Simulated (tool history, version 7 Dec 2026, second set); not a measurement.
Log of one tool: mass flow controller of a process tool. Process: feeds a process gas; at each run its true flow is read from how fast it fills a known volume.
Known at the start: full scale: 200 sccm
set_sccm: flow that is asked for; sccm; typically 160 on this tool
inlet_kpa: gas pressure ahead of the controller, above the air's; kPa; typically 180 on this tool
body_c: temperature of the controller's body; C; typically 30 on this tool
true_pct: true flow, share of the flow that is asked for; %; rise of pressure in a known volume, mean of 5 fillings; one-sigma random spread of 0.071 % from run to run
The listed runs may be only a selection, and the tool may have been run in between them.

run     hour  set_sccm  inlet_kpa  body_c  true_pct
  1      0.0       160        180      30    100.21
  2    245.6       160        180      30    100.17
  3    645.7       160        180      30    100.18
  4    856.3       160        180      30    100.37
  5   1218.4       160        180      30    100.40
  6   1548.9       160        180      30    100.46
  7   1791.4       160        180      30    100.49
  8   2151.3       160        160      30    100.59
  9   2402.4       160        160      30    100.49
 10   2603.9       160        160      30    100.52
 11   2906.7       160        170      30    100.61
 12   3130.9       160        170      30    100.63
 13   3412.7       160        180      30    100.68
 14   3799.4       160        180      30    100.84
 15   4022.9        28        180      30     99.74
 16   4332.0        28        180      30     99.92
 17   4671.6        28        180      30     99.81
 18   4984.6        28        180      30     99.99
 19   5190.4        28        180      30     99.99
 20   5489.6        28        180      30    100.06
 21   5885.4        28        180      30    100.03
 22   6253.5       160        180      36    101.58
 23   6662.3        29        180      36    100.84
 24   7117.6       160        199      24    100.56
 25   7312.9        72        180      30    100.61
 26   7507.1        72        180      30    100.56
 27   7786.2       160        241      40    102.07
 28   8222.8       160        240      23    100.61
 29   8695.4       160        153      27    101.05
      8913.4  -- gauge calibrated
 30   9150.6       160        153      27     99.83
 31   9514.4        47        180      30     99.40
 32   9707.4        47        180      30     99.66
 33   9915.7       199        151      30    100.64
 34  10121.9       127        143      32    100.25
 35  10351.6        22        150      30     99.53
 36  10699.6        43        193      23     98.91
 37  11120.1        42        145      30     99.67
 38  11381.7       160        178      31    100.57
     11523.9  -- controller's zero set anew
 39  11676.2       160        175      30    100.56
 40  11946.5       133        175      23     99.85
 41  12193.9        54        266      36    100.26
 42  12430.9        54        266      36    100.25
 43  12794.8       160        266      30    100.59
 44  13018.3       184        149      26    100.56
 45  13319.2       184        149      26    100.57
 46  13664.2        53        233      26     99.68

Branching from run 46: 3 alternative next runs. What would each branch give?
  A  14133.0       160        180      23         ?
  B  14133.0        68        233      26         ?
  C  14133.0       146        263      22         ?

run  true_pct
  A    100.25
  B     99.81
  C     99.93
Without the tool's unlogged condition, the same runs would have read:
run  true_pct
  A     99.54
  B     99.10
  C     99.23

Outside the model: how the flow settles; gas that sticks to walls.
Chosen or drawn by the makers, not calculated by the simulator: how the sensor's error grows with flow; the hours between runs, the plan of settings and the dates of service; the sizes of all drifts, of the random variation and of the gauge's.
